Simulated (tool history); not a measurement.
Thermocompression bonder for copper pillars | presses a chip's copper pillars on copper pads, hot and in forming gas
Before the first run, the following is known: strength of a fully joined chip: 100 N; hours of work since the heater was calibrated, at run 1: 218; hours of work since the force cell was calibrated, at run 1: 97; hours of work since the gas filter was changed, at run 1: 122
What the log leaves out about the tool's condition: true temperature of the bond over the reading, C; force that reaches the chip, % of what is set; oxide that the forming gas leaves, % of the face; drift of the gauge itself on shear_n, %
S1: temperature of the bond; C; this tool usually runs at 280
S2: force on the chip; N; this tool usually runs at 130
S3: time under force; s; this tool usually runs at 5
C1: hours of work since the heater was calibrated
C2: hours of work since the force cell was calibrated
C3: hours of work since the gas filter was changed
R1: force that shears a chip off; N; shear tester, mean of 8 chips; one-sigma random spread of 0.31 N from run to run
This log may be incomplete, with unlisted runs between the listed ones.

Run 1, hour 0: usual settings; C1 218; C2 97; C3 122. Result: R1 51.3 N.
Run 2, hour 3.8: usual settings; C1 220; C2 100; C3 125. Result: R1 50.7 N.
Run 3, hour 9.4: usual settings; C1 224; C2 104; C3 129. Result: R1 51.5 N.
Run 4, hour 18.6: usual settings; C1 230; C2 110; C3 135. Result: R1 51.3 N.
Run 5, hour 26.3: usual settings but S1 288 C; C1 236; C2 115; C3 140. Result: R1 55.5 N.
Run 6, hour 35.6: usual settings but S2 113 N; C1 242; C2 122; C3 147. Result: R1 45.7 N.
Run 7, hour 44.3: usual settings but S2 113 N; C1 248; C2 128; C3 153. Result: R1 45.1 N.
Run 8, hour 49.9: usual settings but S3 9 s; C1 252; C2 132; C3 157. Result: R1 61.6 N.
Run 9, hour 58.1: usual settings; C1 257; C2 137; C3 162. Result: R1 51.2 N.
Run 10, hour 65.5: usual settings but S2 112 N; C1 262; C2 142; C3 167. Result: R1 45.4 N.
Run 11, hour 71.8: usual settings but S1 297 C; C1 267; C2 147; C3 172. Result: R1 60.6 N.
Run 12, hour 76.8: usual settings but S1 297 C; C1 270; C2 150; C3 175. Result: R1 60.1 N.
Run 13, hour 81.5: usual settings but S1 297 C; C1 273; C2 153; C3 178. Result: R1 60.5 N.
Run 14, hour 85.9: usual settings; C1 276; C2 156; C3 181. Result: R1 51.3 N.
Run 15, hour 91.2: usual settings; C1 280; C2 160; C3 185. Result: R1 51 N.
Run 16, hour 95.7: usual settings but S1 292 C; C1 283; C2 163; C3 188. Result: R1 57.4 N.
Run 17, hour 104.5: usual settings but S1 292 C; C1 289; C2 169; C3 194. Result: R1 57.1 N.
Run 18, hour 111: usual settings but S1 255 C, S2 177 N, S3 3 s; C1 294; C2 173; C3 198. Result: R1 41.5 N.
Run 19, hour 115.4: usual settings but S1 290 C; C1 297; C2 176; C3 202. Result: R1 56.9 N.
Run 20, hour 123.5: usual settings but S2 134 N; C1 302; C2 182; C3 207. Result: R1 51.9 N.
Run 21, hour 128.8: usual settings but S2 105 N, S3 11 s; C1 306; C2 186; C3 211. Result: R1 56.6 N.
Run 22, hour 133.7: usual settings but S1 266 C, S3 4 s; C1 309; C2 189; C3 214. Result: R1 39.9 N.
Run 23, hour 140.8: usual settings but S1 291 C, S3 10 s; C1 314; C2 194; C3 219. Result: R1 69.6 N.
Run 24, hour 147.9: usual settings but S2 166 N; C1 319; C2 199; C3 224. Result: R1 60.6 N.
Run 25, hour 155.8: usual settings but S2 92 N, S3 3 s; C1 324; C2 204; C3 229. Result: R1 31.4 N.
Run 26, hour 160.5: usual settings but S2 92 N, S3 3 s; C1 328; C2 207; C3 232. Result: R1 31.3 N.
Run 27, hour 165.3: usual settings but S3 3 s; C1 331; C2 211; C3 236. Result: R1 42.9 N.
Run 28, hour 169.6: usual settings but S1 284 C, S2 94 N, S3 3 s; C1 334; C2 214; C3 239. Result: R1 32.8 N.
Run 29, hour 175.5: usual settings but S1 284 C, S2 94 N, S3 3 s; C1 338; C2 218; C3 243. Result: R1 33.2 N.
Run 30, hour 183.6: usual settings but S1 259 C, S2 83 N, S3 3 s; C1 343; C2 223; C3 248. Result: R1 20.7 N.

A few steps of R1 between consecutive runs. Split each: what settings, incoming material and random variation would produce without the hidden state, and what is left over for the hidden state, along with gauge scatter present in only one of the two compared results (measured, and without hidden state):
Run 13 -> 14: S1 297 -> 280. R1 -9.2 N: hidden state +0.2, all else -9.4.
Run 18 -> 19: S1 255 -> 290, S2 177 -> 130, S3 3 -> 5. R1 +15.4 N: hidden state -0.2, all else +15.6.
Run 21 -> 22: S1 280 -> 266, S2 105 -> 130, S3 11 -> 4. R1 -16.7 N: hidden state +0.2, all else -16.9.
Run 22 -> 23: S1 266 -> 291, S3 4 -> 10. R1 +29.7 N: hidden state -0.4, all else +30.1.
Run 24 -> 25: S2 166 -> 92, S3 5 -> 3. R1 -29.2 N: hidden state +0.1, all else -29.3.
